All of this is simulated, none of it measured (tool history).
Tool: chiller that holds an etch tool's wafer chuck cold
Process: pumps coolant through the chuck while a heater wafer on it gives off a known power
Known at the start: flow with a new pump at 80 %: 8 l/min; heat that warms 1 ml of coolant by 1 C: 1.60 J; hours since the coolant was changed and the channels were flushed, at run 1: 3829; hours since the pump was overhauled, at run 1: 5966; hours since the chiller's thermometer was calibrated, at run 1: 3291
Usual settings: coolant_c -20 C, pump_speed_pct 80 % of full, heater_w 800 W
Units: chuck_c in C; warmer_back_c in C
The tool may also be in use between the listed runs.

run      day  coolant_c  pump_speed_pct  heater_w  hours since the coolant was changed and the channels were flushed  hours since the pump was overhauled  hours since the chiller's thermometer was calibrated  chuck_c  warmer_back_c
  1    0.000        -20              80       800                                                               3829                                 5966                                                  3291     -9.6           4.34
  2    4.317        -20              80       800                                                               3933                                 6070                                                  3394     -9.7           4.32
  3    8.212        -20              80       635                                                               4026                                 6163                                                  3488    -11.6           3.40
  4   12.662        -20              80       635                                                               4133                                 6270                                                  3594    -11.7           3.46
  5   19.067        -20              80       635                                                               4287                                 6424                                                  3748    -11.7           3.44
  6   24.046        -20              80       635                                                               4406                                 6543                                                  3868    -11.8           3.47
  7   30.338        -20              80       635                                                               4557                                 6694                                                  4019    -11.4           3.45
  8   34.125        -20              80       635                                                               4648                                 6785                                                  4109    -11.6           3.53
      35.992  -- chiller's thermometer calibrated
  9   37.650        -20              80       635                                                               4732                                 6869                                                    40    -11.6           3.48
 10   40.771        -20              80      1013                                                               4807                                 6943                                                   115     -6.5           5.61
 11   45.792        -20              99       800                                                               4927                                 7064                                                   235    -11.7           3.51
 12   52.471        -12              99       644                                                               5088                                 7224                                                   396     -5.4           2.88
 13   55.312        -21              80      1189                                                               5156                                 7293                                                   464     -4.6           6.60
      55.804  -- chiller's thermometer calibrated, once more
 14   61.842        -20              95       800                                                               5311                                 7448                                                   145     -9.9           3.68
 15   64.679        -26              70      1072                                                               5380                                 7516                                                   213     -8.0           6.97
 16   70.796        -26              70      1072                                                               5526                                 7663                                                   360     -7.8           7.05
 17   76.792        -21              70       572                                                               5670                                 7807                                                   504    -11.2           3.77
 18   82.704        -21              70       572                                                               5812                                 7949                                                   646    -11.4           3.76
 19   87.925        -24              67       531                                                               5937                                 8074                                                   771    -14.6           3.74
      90.096  -- coolant changed, channels flushed
 20   92.308        -24              67       531                                                                 53                                 8173                                                   870    -15.8           3.67
 21   95.233        -24              67       531                                                                123                                 8244                                                   940    -15.9           3.68
 22  101.471        -24              67       531                                                                273                                 8393                                                  1090    -15.9           3.70

Forecast each of these 5 alternatives for the next run:
  A  105.421        -21              67       690                                                                368                                 8488                                                  1185        ?              ?
  B  105.421        -28              76       416                                                                368                                 8488                                                  1185        ?              ?
  C  105.421        -30              99       800                                                                368                                 8488                                                  1185        ?              ?
  D  105.421        -17              67       431                                                                368                                 8488                                                  1185        ?              ?
  E  105.421        -21              85       531                                                                368                                 8488                                                  1185        ?              ?

run  chuck_c  warmer_back_c
  A    -10.2           4.86
  B    -22.5           2.52
  C    -21.6           3.63
  D    -10.4           2.99
  E    -14.6           2.86
Without the tool's hidden state the same runs would have given:
run  chuck_c  warmer_back_c
  A    -11.9           3.99
  B    -23.3           2.06
  C    -22.9           2.98
  D    -11.4           2.44
  E    -15.5           2.34
